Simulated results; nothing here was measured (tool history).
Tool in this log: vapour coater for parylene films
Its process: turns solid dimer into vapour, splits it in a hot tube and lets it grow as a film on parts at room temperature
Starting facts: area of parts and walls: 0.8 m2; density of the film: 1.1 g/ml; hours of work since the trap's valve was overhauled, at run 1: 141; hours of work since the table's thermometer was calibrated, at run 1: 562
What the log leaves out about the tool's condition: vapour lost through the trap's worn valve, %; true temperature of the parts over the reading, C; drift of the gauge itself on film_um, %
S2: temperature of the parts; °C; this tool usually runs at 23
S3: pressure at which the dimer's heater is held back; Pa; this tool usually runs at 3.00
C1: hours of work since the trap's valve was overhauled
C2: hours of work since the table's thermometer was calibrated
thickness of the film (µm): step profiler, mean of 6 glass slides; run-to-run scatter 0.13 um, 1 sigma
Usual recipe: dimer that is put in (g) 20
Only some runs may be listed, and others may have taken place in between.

{"run": 1, "hour": 0.0, "dimer that is put in (g)": 20, "S2": 23, "S3": 3.0, "C1": 141, "C2": 562, "thickness of the film (µm)": 17.68}
{"run": 2, "hour": 41.6, "dimer that is put in (g)": 20, "S2": 27, "S3": 3.0, "C1": 169, "C2": 590, "thickness of the film (µm)": 15.5}
{"run": 3, "hour": 71.0, "dimer that is put in (g)": 20, "S2": 21, "S3": 3.0, "C1": 189, "C2": 610, "thickness of the film (µm)": 18.79}
{"run": 4, "hour": 93.7, "dimer that is put in (g)": 20, "S2": 21, "S3": 3.0, "C1": 204, "C2": 625, "thickness of the film (µm)": 18.63}
{"run": 5, "hour": 138.4, "dimer that is put in (g)": 20, "S2": 21, "S3": 3.0, "C1": 234, "C2": 654, "thickness of the film (µm)": 18.26}
{"run": 6, "hour": 180.5, "dimer that is put in (g)": 20, "S2": 21, "S3": 3.0, "C1": 262, "C2": 683, "thickness of the film (µm)": 18.41}
{"run": 7, "hour": 213.4, "dimer that is put in (g)": 20, "S2": 21, "S3": 3.0, "C1": 283, "C2": 704, "thickness of the film (µm)": 18.17}
{"run": 8, "hour": 267.0, "dimer that is put in (g)": 20, "S2": 21, "S3": 3.0, "C1": 319, "C2": 740, "thickness of the film (µm)": 18.18}
{"run": 9, "hour": 298.3, "dimer that is put in (g)": 20, "S2": 21, "S3": 3.0, "C1": 340, "C2": 761, "thickness of the film (µm)": 18.36}
{"run": 10, "hour": 337.1, "dimer that is put in (g)": 20, "S2": 23, "S3": 3.0, "C1": 366, "C2": 787, "thickness of the film (µm)": 16.99}
{"run": 11, "hour": 375.7, "dimer that is put in (g)": 20, "S2": 23, "S3": 3.0, "C1": 392, "C2": 813, "thickness of the film (µm)": 16.79}
{"run": 12, "hour": 416.2, "dimer that is put in (g)": 20, "S2": 23, "S3": 3.0, "C1": 419, "C2": 840, "thickness of the film (µm)": 16.84}
{"run": 13, "hour": 439.1, "dimer that is put in (g)": 20, "S2": 23, "S3": 3.0, "C1": 434, "C2": 855, "thickness of the film (µm)": 16.79}
{"run": 14, "hour": 466.6, "dimer that is put in (g)": 20, "S2": 23, "S3": 3.0, "C1": 452, "C2": 873, "thickness of the film (µm)": 16.96}
{"run": 15, "hour": 507.9, "dimer that is put in (g)": 20, "S2": 23, "S3": 2.69, "C1": 480, "C2": 901, "thickness of the film (µm)": 16.83}
{"run": 16, "hour": 531.9, "dimer that is put in (g)": 20, "S2": 23, "S3": 2.69, "C1": 496, "C2": 917, "thickness of the film (µm)": 16.87}
{"run": 17, "hour": 579.4, "dimer that is put in (g)": 20, "S2": 23, "S3": 2.69, "C1": 527, "C2": 948, "thickness of the film (µm)": 16.7}
{"run": 18, "hour": 629.1, "dimer that is put in (g)": 20, "S2": 23, "S3": 4.75, "C1": 560, "C2": 981, "thickness of the film (µm)": 15.9}
{"run": 19, "hour": 668.5, "dimer that is put in (g)": 20, "S2": 23, "S3": 4.75, "C1": 587, "C2": 1007, "thickness of the film (µm)": 15.57}
{"run": 20, "hour": 699.5, "dimer that is put in (g)": 20, "S2": 23, "S3": 3.0, "C1": 607, "C2": 1028, "thickness of the film (µm)": 16.35}
{"run": 21, "hour": 723.5, "dimer that is put in (g)": 34, "S2": 28, "S3": 3.0, "C1": 623, "C2": 1044, "thickness of the film (µm)": 23.82}
{"run": 22, "hour": 760.3, "dimer that is put in (g)": 16, "S2": 20, "S3": 2.12, "C1": 648, "C2": 1069, "thickness of the film (µm)": 14.78}
{"run": 23, "hour": 796.0, "dimer that is put in (g)": 16, "S2": 20, "S3": 2.12, "C1": 671, "C2": 1092, "thickness of the film (µm)": 14.61}
{"hour": 811.1, "done": "trap's valve overhauled"}
{"run": 24, "hour": 834.7, "dimer that is put in (g)": 16, "S2": 22, "S3": 2.65, "C1": 16, "C2": 1115, "thickness of the film (µm)": 15.15}
{"run": 25, "hour": 865.2, "dimer that is put in (g)": 16, "S2": 22, "S3": 2.65, "C1": 36, "C2": 1136, "thickness of the film (µm)": 15.09}
{"run": 26, "hour": 913.1, "dimer that is put in (g)": 12, "S2": 19, "S3": 6.89, "C1": 68, "C2": 1168, "thickness of the film (µm)": 11.28}
{"run": 27, "hour": 953.4, "dimer that is put in (g)": 36, "S2": 23, "S3": 10.6, "C1": 95, "C2": 1195, "thickness of the film (µm)": 28.83}
{"run": 28, "hour": 986.7, "dimer that is put in (g)": 16, "S2": 25, "S3": 4.37, "C1": 117, "C2": 1217, "thickness of the film (µm)": 12.94}
{"run": 29, "hour": 1037.7, "dimer that is put in (g)": 11, "S2": 35, "S3": 9.79, "C1": 151, "C2": 1251, "thickness of the film (µm)": 6.11}
{"run": 30, "hour": 1089.5, "dimer that is put in (g)": 11, "S2": 22, "S3": 2.56, "C1": 185, "C2": 1285, "thickness of the film (µm)": 10.23}
{"run": 31, "hour": 1140.3, "dimer that is put in (g)": 11, "S2": 22, "S3": 2.56, "C1": 219, "C2": 1319, "thickness of the film (µm)": 9.95}
{"run": 32, "hour": 1191.0, "dimer that is put in (g)": 11, "S2": 22, "S3": 2.56, "C1": 253, "C2": 1353, "thickness of the film (µm)": 10.26}
{"run": 33, "hour": 1218.9, "dimer that is put in (g)": 11, "S2": 22, "S3": 2.56, "C1": 272, "C2": 1371, "thickness of the film (µm)": 9.87}
{"run": 34, "hour": 1272.7, "dimer that is put in (g)": 20, "S2": 17, "S3": 3.22, "C1": 307, "C2": 1407, "thickness of the film (µm)": 20.74}
{"run": 35, "hour": 1312.2, "dimer that is put in (g)": 20, "S2": 17, "S3": 3.22, "C1": 334, "C2": 1433, "thickness of the film (µm)": 20.51}
{"run": 36, "hour": 1355.3, "dimer that is put in (g)": 15, "S2": 34, "S3": 3.0, "C1": 362, "C2": 1462, "thickness of the film (µm)": 9.17}
{"run": 37, "hour": 1379.9, "dimer that is put in (g)": 18, "S2": 32, "S3": 3.31, "C1": 379, "C2": 1479, "thickness of the film (µm)": 11.66}
{"run": 38, "hour": 1410.1, "dimer that is put in (g)": 17, "S2": 17, "S3": 3.0, "C1": 399, "C2": 1499, "thickness of the film (µm)": 17.67}
{"run": 39, "hour": 1440.6, "dimer that is put in (g)": 17, "S2": 24, "S3": 2.59, "C1": 419, "C2": 1519, "thickness of the film (µm)": 14.22}

5 ways to go on from here, each from the tool as it stands after run 39. What would each give?
{"run": "A", "hour": 1475.7, "dimer that is put in (g)": 17, "S2": 24, "S3": 2.78, "C1": 443, "C2": 1542, "thickness of the film (µm)": "?"}
{"run": "B", "hour": 1475.7, "dimer that is put in (g)": 23, "S2": 23, "S3": 4.14, "C1": 443, "C2": 1542, "thickness of the film (µm)": "?"}
{"run": "C", "hour": 1475.7, "dimer that is put in (g)": 36, "S2": 23, "S3": 3.0, "C1": 443, "C2": 1542, "thickness of the film (µm)": "?"}
{"run": "D", "hour": 1475.7, "dimer that is put in (g)": 29, "S2": 15, "S3": 3.7, "C1": 443, "C2": 1542, "thickness of the film (µm)": "?"}
{"run": "E", "hour": 1475.7, "dimer that is put in (g)": 20, "S2": 23, "S3": 2.05, "C1": 443, "C2": 1542, "thickness of the film (µm)": "?"}

run=A thickness_of_the_film_(µm)=14.15
run=B thickness_of_the_film_(µm)=18.80
run=C thickness_of_the_film_(µm)=30.95
run=D thickness_of_the_film_(µm)=29.88
run=E thickness_of_the_film_(µm)=17.48
With the hidden condition removed and each run's random variation left untouched, the same runs would have given:
run=A thickness_of_the_film_(µm)=15.08
run=B thickness_of_the_film_(µm)=20.03
run=C thickness_of_the_film_(µm)=32.99
run=D thickness_of_the_film_(µm)=32.08
run=E thickness_of_the_film_(µm)=18.62

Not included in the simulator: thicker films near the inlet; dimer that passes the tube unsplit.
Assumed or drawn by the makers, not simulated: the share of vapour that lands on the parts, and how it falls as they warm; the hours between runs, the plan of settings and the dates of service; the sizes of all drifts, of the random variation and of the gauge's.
